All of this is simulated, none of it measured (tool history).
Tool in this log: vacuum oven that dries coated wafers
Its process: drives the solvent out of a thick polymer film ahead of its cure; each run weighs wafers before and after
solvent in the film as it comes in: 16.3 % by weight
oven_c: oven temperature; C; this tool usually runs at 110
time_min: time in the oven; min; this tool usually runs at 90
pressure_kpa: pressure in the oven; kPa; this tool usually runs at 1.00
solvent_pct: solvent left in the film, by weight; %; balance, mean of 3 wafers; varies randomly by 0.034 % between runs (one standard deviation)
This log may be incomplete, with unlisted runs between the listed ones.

run,hour,oven_c,time_min,pressure_kpa,solvent_pct
1,0.0,110,90,1.00,2.17
2,20.9,110,90,1.00,2.14
3,44.3,110,90,1.00,2.18
4,54.1,110,90,1.00,2.14
5,70.9,110,90,1.00,2.21
6,94.0,110,90,1.00,2.19
7,107.7,110,90,1.00,2.21
8,127.2,116,99,2.23,1.54
9,144.8,97,99,2.23,4.92
10,157.0,110,101,1.00,1.81
11,177.3,116,101,1.00,1.14
12,198.3,110,90,0.59,2.05

Measured result minus the same run's result without the hidden state. Both carry the same run-to-run variation, though not necessarily the same gauge scatter:
What the log doesn't record here: true wafer temperature over the reading, C; true pressure over the reading, kPa; drift of the gauge itself on solvent_pct, %.
run,solvent_pct
1,+0.28
2,+0.29
3,+0.30
4,+0.30
5,+0.31
6,+0.31
7,+0.32
8,+0.23
9,+0.50
10,+0.30
11,+0.22
12,+0.34
